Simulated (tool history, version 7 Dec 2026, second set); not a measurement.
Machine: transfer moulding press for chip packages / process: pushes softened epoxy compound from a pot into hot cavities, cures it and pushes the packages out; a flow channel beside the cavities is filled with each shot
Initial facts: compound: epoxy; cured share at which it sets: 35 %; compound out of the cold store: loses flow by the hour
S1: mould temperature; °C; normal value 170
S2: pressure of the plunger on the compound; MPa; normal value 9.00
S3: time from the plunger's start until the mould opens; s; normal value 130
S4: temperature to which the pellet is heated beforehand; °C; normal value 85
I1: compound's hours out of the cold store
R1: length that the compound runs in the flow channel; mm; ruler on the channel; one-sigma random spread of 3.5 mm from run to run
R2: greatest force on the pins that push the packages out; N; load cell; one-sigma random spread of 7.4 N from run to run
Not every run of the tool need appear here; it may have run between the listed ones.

{"run": 1, "day": 0.0, "S1": 170, "S2": 9.0, "S3": 130, "S4": 85, "I1": 28.2, "R1": 639, "R2": 485}
{"run": 2, "day": 0.338, "S1": 170, "S2": 9.0, "S3": 130, "S4": 85, "I1": 24.4, "R1": 641, "R2": 538}
{"run": 3, "day": 0.967, "S1": 170, "S2": 9.0, "S3": 151, "S4": 85, "I1": 38.4, "R1": 641, "R2": 511}
{"run": 4, "day": 1.246, "S1": 170, "S2": 9.0, "S3": 151, "S4": 85, "I1": 16.6, "R1": 689, "R2": 526}
{"run": 5, "day": 1.742, "S1": 170, "S2": 7.18, "S3": 130, "S4": 85, "I1": 35.5, "R1": 568, "R2": 617}
{"run": 6, "day": 2.221, "S1": 170, "S2": 9.0, "S3": 153, "S4": 85, "I1": 11.5, "R1": 705, "R2": 567}
{"run": 7, "day": 2.746, "S1": 170, "S2": 9.0, "S3": 130, "S4": 85, "I1": 11.9, "R1": 698, "R2": 697}
{"run": 8, "day": 3.017, "S1": 170, "S2": 9.0, "S3": 130, "S4": 85, "I1": 17.2, "R1": 685, "R2": 679}
{"run": 9, "day": 3.262, "S1": 170, "S2": 9.0, "S3": 130, "S4": 85, "I1": 14.9, "R1": 692, "R2": 693}
{"run": 10, "day": 3.7, "S1": 170, "S2": 9.0, "S3": 130, "S4": 85, "I1": 22.5, "R1": 673, "R2": 698}
{"run": 11, "day": 4.096, "S1": 170, "S2": 9.0, "S3": 130, "S4": 85, "I1": 9.5, "R1": 707, "R2": 390}
{"run": 12, "day": 4.571, "S1": 170, "S2": 7.82, "S3": 130, "S4": 85, "I1": 22.1, "R1": 622, "R2": 467}
{"run": 13, "day": 4.95, "S1": 170, "S2": 7.82, "S3": 130, "S4": 85, "I1": 22.6, "R1": 622, "R2": 521}
{"run": 14, "day": 5.429, "S1": 170, "S2": 9.32, "S3": 130, "S4": 85, "I1": 46.9, "R1": 618, "R2": 536}
{"run": 15, "day": 6.004, "S1": 170, "S2": 9.32, "S3": 130, "S4": 85, "I1": 13.8, "R1": 694, "R2": 629}
{"run": 16, "day": 6.367, "S1": 170, "S2": 9.32, "S3": 130, "S4": 85, "I1": 37.2, "R1": 647, "R2": 615}
{"run": 17, "day": 6.617, "S1": 166, "S2": 10.63, "S3": 139, "S4": 92, "I1": 43.0, "R1": 684, "R2": 699}
{"run": 18, "day": 7.188, "S1": 165, "S2": 10.94, "S3": 139, "S4": 92, "I1": 29.9, "R1": 725, "R2": 789}
{"run": 19, "day": 7.425, "S1": 176, "S2": 9.0, "S3": 130, "S4": 92, "I1": 27.5, "R1": 636, "R2": 562}
{"run": 20, "day": 7.933, "S1": 176, "S2": 9.0, "S3": 130, "S4": 92, "I1": 16.5, "R1": 669, "R2": 589}
{"run": 21, "day": 8.167, "S1": 163, "S2": 9.0, "S3": 124, "S4": 79, "I1": 19.3, "R1": 681, "R2": 1238}
{"run": 22, "day": 8.692, "S1": 163, "S2": 9.0, "S3": 124, "S4": 79, "I1": 28.4, "R1": 660, "R2": 634}
{"run": 23, "day": 9.188, "S1": 163, "S2": 9.0, "S3": 124, "S4": 79, "I1": 30.3, "R1": 652, "R2": 795}
{"run": 24, "day": 9.517, "S1": 170, "S2": 10.08, "S3": 123, "S4": 85, "I1": 25.6, "R1": 691, "R2": 551}
{"run": 25, "day": 9.817, "S1": 175, "S2": 8.96, "S3": 165, "S4": 82, "I1": 38.0, "R1": 613, "R2": 441}
{"run": 26, "day": 10.121, "S1": 176, "S2": 7.98, "S3": 165, "S4": 88, "I1": 42.4, "R1": 564, "R2": 471}
{"run": 27, "day": 10.371, "S1": 176, "S2": 7.98, "S3": 165, "S4": 88, "I1": 35.0, "R1": 579, "R2": 483}
{"run": 28, "day": 10.721, "S1": 176, "S2": 7.98, "S3": 131, "S4": 88, "I1": 33.8, "R1": 583, "R2": 504}
{"run": 29, "day": 11.062, "S1": 176, "S2": 7.98, "S3": 131, "S4": 88, "I1": 28.3, "R1": 595, "R2": 541}
{"run": 30, "day": 11.433, "S1": 176, "S2": 7.98, "S3": 131, "S4": 88, "I1": 20.8, "R1": 610, "R2": 529}

Withheld: 3 entries from between the runs. Position of each, and hidden state at the listed run before versus the listed run after:
Logged between run 2 and run 3: plunger's sealing rings changed (day 0.879)
  true mould temperature over the reading, C: -0.44 -> -0.42; pressure that reaches the compound, % of what is set: 91.8 -> 99.29; grip of the stained cavities, % over clean ones': 70.8 -> 88.8
  measured minus no-state result, R1: -27 -> -1 mm; R2: +232 -> +240 N
Logged between run 10 and run 11: cavities cleaned with cleaning compound and waxed (day 3.846)
  true mould temperature over the reading, C: -0.32 -> -0.31; pressure that reaches the compound, % of what is set: 97.58 -> 97.37; grip of the stained cavities, % over clean ones': 126.9 -> 20.6
  measured minus no-state result, R1: -8 -> -9 mm; R2: +397 -> +72 N
Logged between run 21 and run 22: cavities cleaned with cleaning compound and waxed (day 8.479)
  true mould temperature over the reading, C: -0.17 -> -0.15; pressure that reaches the compound, % of what is set: 94.87 -> 94.56; grip of the stained cavities, % over clean ones': 126.3 -> 18.4
  measured minus no-state result, R1: -18 -> -18 mm; R2: +695 -> +104 N

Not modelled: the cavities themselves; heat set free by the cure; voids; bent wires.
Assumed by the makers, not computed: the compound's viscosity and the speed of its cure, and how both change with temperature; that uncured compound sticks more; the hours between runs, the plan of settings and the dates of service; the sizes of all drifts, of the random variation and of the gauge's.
